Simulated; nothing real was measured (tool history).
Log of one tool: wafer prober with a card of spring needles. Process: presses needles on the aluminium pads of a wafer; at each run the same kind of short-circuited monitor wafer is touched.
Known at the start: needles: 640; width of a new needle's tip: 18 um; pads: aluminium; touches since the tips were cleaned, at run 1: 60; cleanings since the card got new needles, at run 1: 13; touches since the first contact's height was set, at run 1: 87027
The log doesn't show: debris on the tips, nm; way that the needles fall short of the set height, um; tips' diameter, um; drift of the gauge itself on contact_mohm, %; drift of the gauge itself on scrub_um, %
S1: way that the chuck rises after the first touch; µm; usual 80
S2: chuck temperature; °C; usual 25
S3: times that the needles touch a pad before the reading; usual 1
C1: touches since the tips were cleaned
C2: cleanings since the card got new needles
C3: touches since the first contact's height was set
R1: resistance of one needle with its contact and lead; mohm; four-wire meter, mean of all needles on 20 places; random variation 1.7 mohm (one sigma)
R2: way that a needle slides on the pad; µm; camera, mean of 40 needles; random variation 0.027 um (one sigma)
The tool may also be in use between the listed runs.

run,hour,S1,S2,S3,C1,C2,C3,R1,R2
1,0.0,80,25,1,60,13,87027,181,20.67
# hour 20.4: height of the first contact set anew
2,23.6,80,25,1,5392,13,734,248,20.61
# hour 27.0: tips cleaned on abrasive film
3,47.8,80,25,1,4763,14,6259,250,20.59
# hour 52.8: tips cleaned on abrasive film
# hour 77.8: tips cleaned on abrasive film
4,77.8,80,25,1,0,16,13078,180,20.53
5,101.8,80,25,1,5488,16,18566,251,20.51
# hour 104.7: tips cleaned on abrasive film
6,119.0,80,25,1,3261,17,22477,242,20.51
# hour 129.8: tips cleaned on abrasive film
7,135.0,80,25,1,1189,18,26123,211,20.45
# hour 155.4: tips cleaned on abrasive film
8,157.5,80,25,2,481,19,31259,185,20.51
# hour 181.9: tips cleaned on abrasive film
9,182.0,80,25,1,35,20,36850,182,20.48
# hour 194.9: height of the first contact set anew, once more
# hour 209.9: tips cleaned on abrasive film
10,212.4,80,25,2,575,21,3991,189,20.89
# hour 235.5: tips cleaned on abrasive film
11,238.3,80,25,1,659,22,9908,202,20.86
# hour 261.6: tips cleaned on abrasive film
12,271.0,92,25,1,2145,23,17355,216,23.96
# hour 288.5: tips cleaned on abrasive film
13,306.4,69,25,1,4090,24,25446,268,18.02
# hour 313.7: tips cleaned on abrasive film
14,337.6,69,25,1,5478,25,32566,276,17.94
# hour 339.5: tips cleaned on abrasive film
15,363.6,69,25,1,5528,26,38507,280,17.92
# hour 366.3: tips cleaned on abrasive film
16,389.9,69,25,1,5404,27,44493,281,17.88
# hour 391.8: tips cleaned on abrasive film
17,411.5,67,35,1,4500,28,49416,280,17.34
# hour 418.9: tips cleaned on abrasive film
18,442.5,80,67,1,5399,29,56489,255,20.71
# hour 445.7: tips cleaned on abrasive film
19,465.0,80,67,1,4417,30,61615,252,20.73
# hour 473.4: tips cleaned on abrasive film
20,484.2,90,67,2,2464,31,65984,207,23.29
# hour 500.0: tips cleaned on abrasive film
21,505.9,62,42,1,1347,32,70942,241,15.95
# hour 525.5: tips cleaned on abrasive film
22,525.5,74,36,1,0,33,75405,187,19.11
# hour 551.9: tips cleaned on abrasive film
23,553.0,80,43,1,262,34,81676,195,20.62
24,573.0,80,43,1,4853,34,86267,257,20.69
# hour 578.3: tips cleaned on abrasive film
25,592.6,90,86,2,3280,35,90731,215,23.25
# hour 595.8: height of the first contact set anew
# hour 605.7: tips cleaned on abrasive film
26,620.3,64,25,1,3329,36,5589,276,16.72
# hour 631.8: tips cleaned on abrasive film
27,636.9,80,72,1,1166,37,9360,221,20.84
# hour 657.5: tips cleaned on abrasive film
28,663.8,95,31,2,1452,38,15512,191,24.79
# hour 684.3: tips cleaned on abrasive film
29,691.5,95,31,2,1660,39,21833,192,24.72
30,706.8,95,31,1,5164,39,25337,230,24.73
# hour 709.6: tips cleaned on abrasive film
# hour 735.3: tips cleaned on abrasive film
31,736.6,70,25,1,316,41,32114,194,18.13
32,752.1,80,25,1,3862,41,35660,246,20.78

Hidden state at the last listed run before each entry between runs and at the first one after, where it differs:
Between runs 1 and 2: height of the first contact set anew (hour 20.4)
  debris on the tips, nm: 18 -> 139.8; way that the needles fall short of the set height, um: 1.02 -> 1.16
  measured less the result without the state, R1: +10 -> +76 mohm; R2: -0.26 -> -0.30 µm
Between runs 2 and 3: tips cleaned on abrasive film (hour 27.0)
  debris on the tips, nm: 139.8 -> 135; way that the needles fall short of the set height, um: 1.16 -> 1.26; tips' diameter, um: 18.36 -> 18.39
  measured less the result without the state, R1: +76 -> +76 mohm; R2: -0.30 -> -0.33 µm
Between runs 3 and 4: tips cleaned on abrasive film (hour 52.8); tips cleaned on abrasive film (hour 77.8)
  debris on the tips, nm: 135 -> 12.3; way that the needles fall short of the set height, um: 1.26 -> 1.43; tips' diameter, um: 18.39 -> 18.45
  measured less the result without the state, R1: +76 -> +8 mohm; R2: -0.33 -> -0.37 µm
Between runs 5 and 6: tips cleaned on abrasive film (hour 104.7)
  debris on the tips, nm: 140 -> 120.2; way that the needles fall short of the set height, um: 1.43 -> 1.53; tips' diameter, um: 18.45 -> 18.49
  measured less the result without the state, R1: +78 -> +68 mohm; R2: -0.38 -> -0.40 µm
Between runs 6 and 7: tips cleaned on abrasive film (hour 129.8)
  debris on the tips, nm: 120.2 -> 70.1; way that the needles fall short of the set height, um: 1.53 -> 1.62; tips' diameter, um: 18.49 -> 18.52
  measured less the result without the state, R1: +68 -> +39 mohm; R2: -0.40 -> -0.42 µm
Between runs 7 and 8: tips cleaned on abrasive film (hour 155.4)
  debris on the tips, nm: 70.1 -> 42.5; way that the needles fall short of the set height, um: 1.62 -> 1.68; tips' diameter, um: 18.52 -> 18.54
  measured less the result without the state, R1: +39 -> +14 mohm; R2: -0.42 -> -0.44 µm
Between runs 8 and 9: tips cleaned on abrasive film (hour 181.9)
  debris on the tips, nm: 42.5 -> 11.4; way that the needles fall short of the set height, um: 1.68 -> 1.75; tips' diameter, um: 18.54 -> 18.56
  measured less the result without the state, R1: +14 -> +7 mohm; R2: -0.44 -> -0.46 µm
Between runs 9 and 10: height of the first contact set anew, once more (hour 194.9); tips cleaned on abrasive film (hour 209.9)
  debris on the tips, nm: 11.4 -> 43.8; way that the needles fall short of the set height, um: 1.75 -> 0.07; tips' diameter, um: 18.56 -> 18.59
  measured less the result without the state, R1: +7 -> +15 mohm; R2: -0.46 -> -0.01 µm
Between runs 10 and 11: tips cleaned on abrasive film (hour 235.5)
  debris on the tips, nm: 43.8 -> 51; way that the needles fall short of the set height, um: 0.07 -> 0.14; tips' diameter, um: 18.59 -> 18.61
  measured less the result without the state, R1: +15 -> +29 mohm; R2: -0.01 -> -0.04 µm
Between runs 11 and 12: tips cleaned on abrasive film (hour 261.6)
  debris on the tips, nm: 51 -> 93.4; way that the needles fall short of the set height, um: 0.14 -> 0.23; tips' diameter, um: 18.61 -> 18.64
  measured less the result without the state, R1: +29 -> +41 mohm; R2: -0.04 -> -0.06 µm
Between runs 12 and 13: tips cleaned on abrasive film (hour 288.5)
  debris on the tips, nm: 93.4 -> 131.2; way that the needles fall short of the set height, um: 0.23 -> 0.3; tips' diameter, um: 18.64 -> 18.66
  measured less the result without the state, R1: +41 -> +94 mohm; R2: -0.06 -> -0.08 µm
Between runs 13 and 14: tips cleaned on abrasive film (hour 313.7)
  debris on the tips, nm: 131.2 -> 141.2; way that the needles fall short of the set height, um: 0.3 -> 0.35; tips' diameter, um: 18.66 -> 18.68
  measured less the result without the state, R1: +94 -> +102 mohm; R2: -0.08 -> -0.09 µm
Between runs 14 and 15: tips cleaned on abrasive film (hour 339.5)
  debris on the tips, nm: 141.2 -> 141.7; way that the needles fall short of the set height, um: 0.35 -> 0.45; tips' diameter, um: 18.68 -> 18.72
  measured less the result without the state, R1: +102 -> +103 mohm; R2: -0.09 -> -0.11 µm
Between runs 15 and 16: tips cleaned on abrasive film (hour 366.3)
  debris on the tips, nm: 141.7 -> 141.5; way that the needles fall short of the set height, um: 0.45 -> 0.52; tips' diameter, um: 18.72 -> 18.74
  measured less the result without the state, R1: +103 -> +105 mohm; R2: -0.11 -> -0.14 µm
Between runs 16 and 17: tips cleaned on abrasive film (hour 391.8)
  debris on the tips, nm: 141.5 -> 132.7; way that the needles fall short of the set height, um: 0.52 -> 0.63; tips' diameter, um: 18.74 -> 18.78
  measured less the result without the state, R1: +105 -> +101 mohm; R2: -0.14 -> -0.16 µm
Between runs 17 and 18: tips cleaned on abrasive film (hour 418.9)
  debris on the tips, nm: 132.7 -> 139.5; way that the needles fall short of the set height, um: 0.63 -> 0.7; tips' diameter, um: 18.78 -> 18.8
  measured less the result without the state, R1: +101 -> +74 mohm; R2: -0.16 -> -0.18 µm
Between runs 18 and 19: tips cleaned on abrasive film (hour 445.7)
  debris on the tips, nm: 139.5 -> 130.4; way that the needles fall short of the set height, um: 0.7 -> 0.76; tips' diameter, um: 18.8 -> 18.83
  measured less the result without the state, R1: +74 -> +70 mohm; R2: -0.18 -> -0.20 µm
Between runs 19 and 20: tips cleaned on abrasive film (hour 473.4)
  debris on the tips, nm: 130.4 -> 110.5; way that the needles fall short of the set height, um: 0.76 -> 0.83; tips' diameter, um: 18.83 -> 18.85
  measured less the result without the state, R1: +70 -> +28 mohm; R2: -0.20 -> -0.22 µm
Between runs 20 and 21: tips cleaned on abrasive film (hour 500.0)
  debris on the tips, nm: 110.5 -> 68.1; way that the needles fall short of the set height, um: 0.83 -> 0.9; tips' diameter, um: 18.85 -> 18.87
  measured less the result without the state, R1: +28 -> +61 mohm; R2: -0.22 -> -0.23 µm
Between runs 21 and 22: tips cleaned on abrasive film (hour 525.5)
  debris on the tips, nm: 68.1 -> 16.1; way that the needles fall short of the set height, um: 0.9 -> 0.96; tips' diameter, um: 18.87 -> 18.9
  measured less the result without the state, R1: +61 -> +11 mohm; R2: -0.23 -> -0.25 µm
Between runs 22 and 23: tips cleaned on abrasive film (hour 551.9)
  debris on the tips, nm: 16.1 -> 33.2; way that the needles fall short of the set height, um: 0.96 -> 1.03; tips' diameter, um: 18.9 -> 18.92
  measured less the result without the state, R1: +11 -> +20 mohm; R2: -0.25 -> -0.27 µm
Between runs 24 and 25: tips cleaned on abrasive film (hour 578.3)
  debris on the tips, nm: 139.3 -> 121.1; way that the needles fall short of the set height, um: 1.03 -> 1.09; tips' diameter, um: 18.92 -> 18.94
  measured less the result without the state, R1: +78 -> +31 mohm; R2: -0.27 -> -0.29 µm
Between runs 25 and 26: height of the first contact set anew (hour 595.8); tips cleaned on abrasive film (hour 605.7)
  debris on the tips, nm: 121.1 -> 114.5; way that the needles fall short of the set height, um: 1.09 -> 0.11; tips' diameter, um: 18.94 -> 18.98
  measured less the result without the state, R1: +31 -> +98 mohm; R2: -0.29 -> -0.03 µm
Between runs 26 and 27: tips cleaned on abrasive film (hour 631.8)
  debris on the tips, nm: 114.5 -> 68.4; way that the needles fall short of the set height, um: 0.11 -> 0.18; tips' diameter, um: 18.98 -> 19
  measured less the result without the state, R1: +98 -> +37 mohm; R2: -0.03 -> -0.04 µm
Between runs 27 and 28: tips cleaned on abrasive film (hour 657.5)
  debris on the tips, nm: 68.4 -> 79.1; way that the needles fall short of the set height, um: 0.18 -> 0.28; tips' diameter, um: 19 -> 19.04
  measured less the result without the state, R1: +37 -> +21 mohm; R2: -0.04 -> -0.07 µm
Between runs 28 and 29: tips cleaned on abrasive film (hour 684.3)
  debris on the tips, nm: 79.1 -> 82.5; way that the needles fall short of the set height, um: 0.28 -> 0.37; tips' diameter, um: 19.04 -> 19.07
  measured less the result without the state, R1: +21 -> +21 mohm; R2: -0.07 -> -0.10 µm
Between runs 30 and 31: tips cleaned on abrasive film (hour 709.6); tips cleaned on abrasive film (hour 735.3)
  debris on the tips, nm: 135.4 -> 28.7; way that the needles fall short of the set height, um: 0.37 -> 0.5; tips' diameter, um: 19.07 -> 19.12
  measured less the result without the state, R1: +57 -> +22 mohm; R2: -0.10 -> -0.13 µm
